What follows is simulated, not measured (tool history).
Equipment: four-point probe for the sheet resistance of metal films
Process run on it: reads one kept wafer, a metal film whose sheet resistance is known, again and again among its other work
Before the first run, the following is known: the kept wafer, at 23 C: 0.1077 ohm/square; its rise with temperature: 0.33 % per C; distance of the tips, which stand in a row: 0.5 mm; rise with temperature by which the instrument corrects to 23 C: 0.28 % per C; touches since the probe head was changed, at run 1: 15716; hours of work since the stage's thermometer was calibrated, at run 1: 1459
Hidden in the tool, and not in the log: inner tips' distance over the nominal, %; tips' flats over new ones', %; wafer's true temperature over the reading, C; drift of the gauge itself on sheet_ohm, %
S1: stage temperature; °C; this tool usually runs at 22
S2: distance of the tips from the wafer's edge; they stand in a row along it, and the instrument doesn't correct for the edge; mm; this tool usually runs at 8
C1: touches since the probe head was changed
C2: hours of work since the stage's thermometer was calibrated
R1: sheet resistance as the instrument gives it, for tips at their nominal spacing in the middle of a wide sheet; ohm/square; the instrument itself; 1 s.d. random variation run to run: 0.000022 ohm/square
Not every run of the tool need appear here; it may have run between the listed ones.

run	day	S1	S2	C1	C2	R1
1	0.000	22	8	15716	1459	0.108060
2	0.567	20	8	16022	1469	0.108010
3	1.433	20	8	16489	1484	0.107952
4	2.396	22	8	17008	1501	0.108070
5	3.321	22	8	17507	1517	0.108056
# day 3.625: stage's thermometer calibrated
6	4.388	22	8	18072	13	0.107966
7	4.812	22	35	18302	21	0.107740
8	5.283	22	35	18557	29	0.107734
9	6.183	22	35	19041	45	0.107714
10	6.617	22	14	19276	53	0.107775
11	7.325	32	14	19657	65	0.108309
12	7.988	32	14	20016	77	0.108291
13	8.829	32	14	20469	91	0.108244
14	9.329	32	14	20738	100	0.108313
15	10.258	32	14	21240	116	0.108293
16	10.917	28	37	21595	128	0.108011
17	11.696	31	11	22015	142	0.108266
18	12.154	24	71	22263	150	0.107784
19	12.712	33	71	22564	159	0.108242
20	13.717	20	36	23107	177	0.107562
21	14.246	21	39	23392	186	0.107638
22	14.692	21	39	23634	194	0.107623
23	15.142	30	5	23876	202	0.108634

Branching from run 23: 5 alternative next runs. What would each branch give?
A	15.858	21	5	24263	215	?
B	15.858	34	12	24263	215	?
C	15.858	22	43	24263	215	?
D	15.858	21	6	24263	215	?
E	15.858	22	4	24263	215	?

run	R1
A	0.108199
B	0.108362
C	0.107663
D	0.108016
E	0.108558
The same runs, with their run-to-run variation unchanged, on a tool lacking any hidden condition would have given:
run	R1
A	0.108181
B	0.108344
C	0.107645
D	0.107997
E	0.108539

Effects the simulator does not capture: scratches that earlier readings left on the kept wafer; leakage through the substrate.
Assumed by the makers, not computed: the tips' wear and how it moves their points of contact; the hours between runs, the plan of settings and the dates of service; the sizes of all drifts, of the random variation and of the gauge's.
